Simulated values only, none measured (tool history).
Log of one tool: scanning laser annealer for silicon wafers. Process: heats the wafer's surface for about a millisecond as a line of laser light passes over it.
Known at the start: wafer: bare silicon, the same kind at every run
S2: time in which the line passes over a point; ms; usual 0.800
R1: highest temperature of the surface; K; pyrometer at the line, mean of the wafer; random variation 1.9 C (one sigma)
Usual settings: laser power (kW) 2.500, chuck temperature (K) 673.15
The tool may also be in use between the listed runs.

Run 1, hour 0.0: usual settings. Result: R1 1361.15 K.
Run 2, hour 53.8: usual settings. Result: R1 1357.15 K.
Run 3, hour 93.9: usual settings. Result: R1 1355.15 K.
At hour 137.3: window over the wafer cleaned.
Run 4, hour 165.0: usual settings but laser power (kW) 2.540. Result: R1 1344.15 K.
Run 5, hour 229.0: usual settings but chuck temperature (K) 634.15. Result: R1 1290.15 K.
Run 6, hour 267.0: usual settings but chuck temperature (K) 634.15. Result: R1 1288.15 K.
Run 7, hour 315.7: usual settings but laser power (kW) 2.351. Result: R1 1273.15 K.
At hour 346.6: window over the wafer cleaned, once more.
Run 8, hour 375.6: usual settings but chuck temperature (K) 655.15. Result: R1 1373.15 K.
Run 9, hour 416.4: usual settings but chuck temperature (K) 655.15. Result: R1 1372.15 K.
Run 10, hour 473.3: usual settings but chuck temperature (K) 656.15. Result: R1 1366.15 K.
Run 11, hour 551.3: usual settings but chuck temperature (K) 656.15. Result: R1 1361.15 K.
Run 12, hour 617.1: usual settings but chuck temperature (K) 656.15. Result: R1 1357.15 K.
Run 13, hour 678.0: usual settings but laser power (kW) 2.527. Result: R1 1378.15 K.
Run 14, hour 748.2: usual settings but S2 0.776 ms. Result: R1 1353.15 K.
Run 15, hour 803.5: usual settings but S2 0.776 ms. Result: R1 1348.15 K.
Run 16, hour 868.1: usual settings but S2 0.776 ms. Result: R1 1345.15 K.
At hour 909.0: window over the wafer cleaned.
Run 17, hour 909.0: usual settings but S2 0.776 ms. Result: R1 1379.15 K.
Run 18, hour 970.7: usual settings. Result: R1 1385.15 K.
Run 19, hour 1006.0: usual settings but chuck temperature (K) 690.15. Result: R1 1404.15 K.
Run 20, hour 1064.8: usual settings but chuck temperature (K) 690.15. Result: R1 1397.15 K.
Run 21, hour 1108.2: usual settings. Result: R1 1375.15 K.
Run 22, hour 1162.4: usual settings but chuck temperature (K) 639.15. Result: R1 1340.15 K.
Run 23, hour 1202.1: usual settings but chuck temperature (K) 639.15. Result: R1 1338.15 K.
Run 24, hour 1258.4: usual settings but laser power (kW) 2.664, S2 0.712 ms, chuck temperature (K) 712.15. Result: R1 1418.15 K.
Run 25, hour 1338.6: usual settings but laser power (kW) 2.664, S2 0.712 ms, chuck temperature (K) 712.15. Result: R1 1417.15 K.
Run 26, hour 1389.7: usual settings but laser power (kW) 2.664, S2 0.712 ms, chuck temperature (K) 712.15. Result: R1 1410.15 K.
Run 27, hour 1444.1: usual settings but laser power (kW) 2.175, S2 0.614 ms, chuck temperature (K) 660.15. Result: R1 1148.15 K.
At hour 1470.5: window over the wafer cleaned.
Run 28, hour 1516.3: usual settings but laser power (kW) 2.212, S2 0.787 ms, chuck temperature (K) 684.15. Result: R1 1283.15 K.
Run 29, hour 1554.2: usual settings but laser power (kW) 2.212, S2 0.787 ms, chuck temperature (K) 684.15. Result: R1 1279.15 K.
Run 30, hour 1600.0: usual settings but S2 0.674 ms, chuck temperature (K) 691.15. Result: R1 1335.15 K.
Run 31, hour 1660.2: usual settings but laser power (kW) 2.231, S2 0.604 ms, chuck temperature (K) 683.15. Result: R1 1200.15 K.
Run 32, hour 1740.1: usual settings but laser power (kW) 2.231, S2 0.604 ms, chuck temperature (K) 683.15. Result: R1 1195.15 K.
Run 33, hour 1807.3: usual settings but laser power (kW) 2.720, chuck temperature (K) 680.15. Result: R1 1453.15 K.
Run 34, hour 1849.5: usual settings but laser power (kW) 2.720, chuck temperature (K) 680.15. Result: R1 1448.15 K.
Run 35, hour 1894.8: usual settings but S2 0.565 ms. Result: R1 1244.15 K.
Run 36, hour 1929.9: usual settings but S2 0.565 ms. Result: R1 1239.15 K.
At hour 1984.3: optics aligned, line set to its width.
Run 37, hour 2008.6: usual settings but S2 0.894 ms, chuck temperature (K) 691.15. Result: R1 1418.15 K.
At hour 2041.2: window over the wafer cleaned.
Run 38, hour 2072.3: usual settings but S2 0.894 ms, chuck temperature (K) 691.15. Result: R1 1459.15 K.
Run 39, hour 2130.6: usual settings but laser power (kW) 2.459, chuck temperature (K) 638.15. Result: R1 1342.15 K.
Run 40, hour 2205.6: usual settings but laser power (kW) 2.459, chuck temperature (K) 638.15. Result: R1 1337.15 K.
Run 41, hour 2238.1: usual settings but laser power (kW) 2.459, chuck temperature (K) 638.15. Result: R1 1334.15 K.

Forecast each of these 3 alternatives for the next run:
Run A, hour 2311.1: usual settings but laser power (kW) 2.459, chuck temperature (K) 703.15. Result: R1 ?.
Run B, hour 2311.1: usual settings but chuck temperature (K) 692.15. Result: R1 ?.
Run C, hour 2311.1: usual settings but laser power (kW) 2.459, chuck temperature (K) 661.15. Result: R1 ?.

run       R1
  A  1395.15
  B  1398.15
  C  1353.15
Without the tool's hidden state the same runs would have given:
run       R1
  A  1402.15
  B  1406.15
  C  1361.15
